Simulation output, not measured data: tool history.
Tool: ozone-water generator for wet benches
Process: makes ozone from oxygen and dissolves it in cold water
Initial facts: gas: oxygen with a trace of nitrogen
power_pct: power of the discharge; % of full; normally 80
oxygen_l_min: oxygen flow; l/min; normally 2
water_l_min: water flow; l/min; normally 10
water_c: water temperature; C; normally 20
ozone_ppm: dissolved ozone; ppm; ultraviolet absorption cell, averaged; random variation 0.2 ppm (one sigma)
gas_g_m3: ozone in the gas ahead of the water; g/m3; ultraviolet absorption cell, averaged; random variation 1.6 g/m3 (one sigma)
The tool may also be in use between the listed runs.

run 1 hour=0 | power_pct=80 oxygen_l_min=2 water_l_min=10 water_c=20 | ozone_ppm=26.2 gas_g_m3=290.3
run 2 hour=63.8 | power_pct=80 oxygen_l_min=2 water_l_min=10 water_c=20 | ozone_ppm=26 gas_g_m3=291.1
run 3 hour=151 | power_pct=80 oxygen_l_min=2 water_l_min=10 water_c=20 | ozone_ppm=25.9 gas_g_m3=290.8
run 4 hour=221.6 | power_pct=80 oxygen_l_min=2 water_l_min=10 water_c=20 | ozone_ppm=26.1 gas_g_m3=291.2
run 5 hour=291 | power_pct=80 oxygen_l_min=2 water_l_min=10 water_c=22 | ozone_ppm=25.2 gas_g_m3=287.1
run 6 hour=384.8 | power_pct=80 oxygen_l_min=2 water_l_min=10 water_c=22 | ozone_ppm=24.9 gas_g_m3=289.8
run 7 hour=439.9 | power_pct=92 oxygen_l_min=2 water_l_min=10 water_c=20 | ozone_ppm=28.5 gas_g_m3=315.4
run 8 hour=520 | power_pct=80 oxygen_l_min=2 water_l_min=9 water_c=20 | ozone_ppm=28 gas_g_m3=288.5
run 9 hour=612.9 | power_pct=80 oxygen_l_min=2 water_l_min=10 water_c=14 | ozone_ppm=27.7 gas_g_m3=285.5
run 10 hour=666.4 | power_pct=80 oxygen_l_min=2 water_l_min=14 water_c=20 | ozone_ppm=19.3 gas_g_m3=285.2
run 11 hour=724.4 | power_pct=73 oxygen_l_min=2 water_l_min=10 water_c=20 | ozone_ppm=23.8 gas_g_m3=268
run 12 hour=767.4 | power_pct=69 oxygen_l_min=2 water_l_min=10 water_c=20 | ozone_ppm=23.1 gas_g_m3=254.7
run 13 hour=849.6 | power_pct=69 oxygen_l_min=2 water_l_min=10 water_c=20 | ozone_ppm=22.8 gas_g_m3=257
run 14 hour=919.1 | power_pct=69 oxygen_l_min=2 water_l_min=10 water_c=20 | ozone_ppm=22.8 gas_g_m3=256.9
run 15 hour=967.1 | power_pct=69 oxygen_l_min=2 water_l_min=10 water_c=20 | ozone_ppm=22.5 gas_g_m3=255.9
run 16 hour=1052 | power_pct=69 oxygen_l_min=2 water_l_min=10 water_c=20 | ozone_ppm=22.5 gas_g_m3=255.1
run 17 hour=1150.4 | power_pct=69 oxygen_l_min=2 water_l_min=10 water_c=20 | ozone_ppm=24 gas_g_m3=256
run 18 hour=1214.6 | power_pct=56 oxygen_l_min=1.31 water_l_min=10 water_c=20 | ozone_ppm=19.1 gas_g_m3=269.5
run 19 hour=1267.8 | power_pct=56 oxygen_l_min=3.36 water_l_min=10 water_c=20 | ozone_ppm=20.9 gas_g_m3=167.2
run 20 hour=1329.6 | power_pct=56 oxygen_l_min=3.36 water_l_min=10 water_c=20 | ozone_ppm=20.9 gas_g_m3=170.6
run 21 hour=1392.1 | power_pct=56 oxygen_l_min=3.36 water_l_min=8 water_c=20 | ozone_ppm=23.8 gas_g_m3=169.1
run 22 hour=1433.2 | power_pct=42 oxygen_l_min=2 water_l_min=6 water_c=20 | ozone_ppm=23.6 gas_g_m3=175.8
run 23 hour=1499.8 | power_pct=78 oxygen_l_min=1.66 water_l_min=9 water_c=20 | ozone_ppm=27.7 gas_g_m3=301.1
run 24 hour=1593.1 | power_pct=78 oxygen_l_min=1.66 water_l_min=9 water_c=20 | ozone_ppm=27.2 gas_g_m3=302.5
run 25 hour=1661.7 | power_pct=46 oxygen_l_min=2 water_l_min=10 water_c=20 | ozone_ppm=17.8 gas_g_m3=190.5
run 26 hour=1761.3 | power_pct=80 oxygen_l_min=1.93 water_l_min=10 water_c=20 | ozone_ppm=26.2 gas_g_m3=285.4
run 27 hour=1837 | power_pct=44 oxygen_l_min=2 water_l_min=6 water_c=20 | ozone_ppm=24.2 gas_g_m3=183.8
run 28 hour=1930.4 | power_pct=84 oxygen_l_min=1.12 water_l_min=6 water_c=23 | ozone_ppm=36.1 gas_g_m3=383.6
run 29 hour=2027.4 | power_pct=88 oxygen_l_min=1.12 water_l_min=6 water_c=23 | ozone_ppm=36.6 gas_g_m3=396.5
run 30 hour=2124.1 | power_pct=57 oxygen_l_min=1.02 water_l_min=14 water_c=18 | ozone_ppm=13.1 gas_g_m3=302.6
run 31 hour=2181.9 | power_pct=57 oxygen_l_min=1.02 water_l_min=14 water_c=18 | ozone_ppm=13.1 gas_g_m3=302.7
run 32 hour=2255.1 | power_pct=80 oxygen_l_min=2.82 water_l_min=10 water_c=19 | ozone_ppm=26.4 gas_g_m3=236.3
run 33 hour=2304.8 | power_pct=80 oxygen_l_min=2.82 water_l_min=10 water_c=19 | ozone_ppm=26.5 gas_g_m3=234.4

Removed from this log: 2 entries logged between the listed runs. Between which two listed runs does each belong, and how does the tool's hidden state at the listed run before it compare with that at the listed run after it?
After run 16, before run 17: contactor cleaned (hour 1149.8)
  yield of the discharge, % of new electrodes': 96.2 -> 96; contactor's efficiency, % of a clean one's: 87.7 -> 99.6; true water temperature over the reading, C: 0.41 -> 0.42
  measured value less the no-hidden-state value, ozone_ppm: -2.4 -> -1.2 ppm; gas_g_m3: -10 -> -10.5 g/m3
After run 21, before run 22: water thermometer calibrated (hour 1419.6)
  yield of the discharge, % of new electrodes': 95.5 -> 95.4; contactor's efficiency, % of a clean one's: 99 -> 98.8; true water temperature over the reading, C: 0.45 -> -0.01
  measured value less the no-hidden-state value, ozone_ppm: -1.2 -> -0.8 ppm; gas_g_m3: -6.6 -> -5.3 g/m3
